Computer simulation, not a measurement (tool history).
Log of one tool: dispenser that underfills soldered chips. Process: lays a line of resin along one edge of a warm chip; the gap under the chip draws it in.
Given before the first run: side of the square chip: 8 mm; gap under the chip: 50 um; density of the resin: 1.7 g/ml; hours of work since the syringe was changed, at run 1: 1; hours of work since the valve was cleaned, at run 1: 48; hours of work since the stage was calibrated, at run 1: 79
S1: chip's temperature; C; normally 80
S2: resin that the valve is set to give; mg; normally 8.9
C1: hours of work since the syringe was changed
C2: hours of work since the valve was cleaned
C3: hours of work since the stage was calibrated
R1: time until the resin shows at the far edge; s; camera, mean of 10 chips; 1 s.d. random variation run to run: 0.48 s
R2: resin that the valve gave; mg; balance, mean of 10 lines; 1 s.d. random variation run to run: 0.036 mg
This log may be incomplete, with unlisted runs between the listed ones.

run	hour	S1	S2	C1	C2	C3	R1	R2
1	0	80	8.9	1	48	79	41.7	8.56
2	4	80	8.9	4	51	82	51.5	8.59
# hour 6: new syringe of resin
3	7.9	80	8.9	1	53	84	41.5	8.51
4	10.9	80	8.33	3	55	86	50	7.93
# hour 14: new syringe of resin
5	17.8	80	8.33	3	60	91	46.8	7.94
6	21.4	80	8.33	5	62	93	56.8	7.95
# hour 22.1: new syringe of resin
7	26.1	83	8.9	3	65	96	41.5	8.48
# hour 30.6: new syringe of resin
8	31.6	83	8.9	1	69	100	34.1	8.43
9	36.3	83	10.83	4	72	103	44.9	10.16
# hour 39: new syringe of resin
10	40.2	83	10.83	1	74	105	35.5	10.24
# hour 47.1: new syringe of resin
11	47.3	88	8.99	0	79	110	28	8.45
12	52.8	80	9.63	4	83	114	50.6	9.03
# hour 55.4: new syringe of resin
13	59.8	83	7.67	3	87	118	44	7.18
# hour 63.9: new syringe of resin
# hour 65.2: dispensing valve cleaned and set on the balance
14	67.3	81	9.51	2	1	123	42.2	9.48
# hour 73.1: new syringe of resin
15	73.8	76	11.31	0	6	127	42.8	11.19
16	80.5	65	10.52	5	10	131	97.5	10.42
# hour 81.2: new syringe of resin
17	84.3	83	7.75	2	13	134	40.7	7.76
# hour 89.4: new syringe of resin
18	89.6	92	7.72	0	16	137	24.4	7.6
19	96.1	68	7.72	5	20	141	87.7	7.57
# hour 97.9: new syringe of resin
20	102.2	76	7.92	3	24	145	53.9	7.72

Here are 5 independent what-if runs from the current tool condition. What would each one return?
# hour 106.3: new syringe of resin
A	106.6	93	8.9	0	27	148	?	?
# hour 106.3: new syringe of resin
B	106.6	76	10.11	0	27	148	?	?
# hour 106.3: new syringe of resin
C	106.6	66	7.92	0	27	148	?	?
# hour 106.3: new syringe of resin
D	106.6	91	9.72	0	27	148	?	?
# hour 106.3: new syringe of resin
E	106.6	80	8.62	0	27	148	?	?

run	R1	R2
A	23.8	8.68
B	43.6	9.88
C	67.4	7.79
D	24.9	9.46
E	37.6	8.41
The same runs, with their run-to-run variation unchanged, on a tool lacking any hidden condition would have given:
run	R1	R2
A	23.7	8.88
B	43.6	10.1
C	67.3	7.96
D	24.8	9.68
E	37.5	8.61

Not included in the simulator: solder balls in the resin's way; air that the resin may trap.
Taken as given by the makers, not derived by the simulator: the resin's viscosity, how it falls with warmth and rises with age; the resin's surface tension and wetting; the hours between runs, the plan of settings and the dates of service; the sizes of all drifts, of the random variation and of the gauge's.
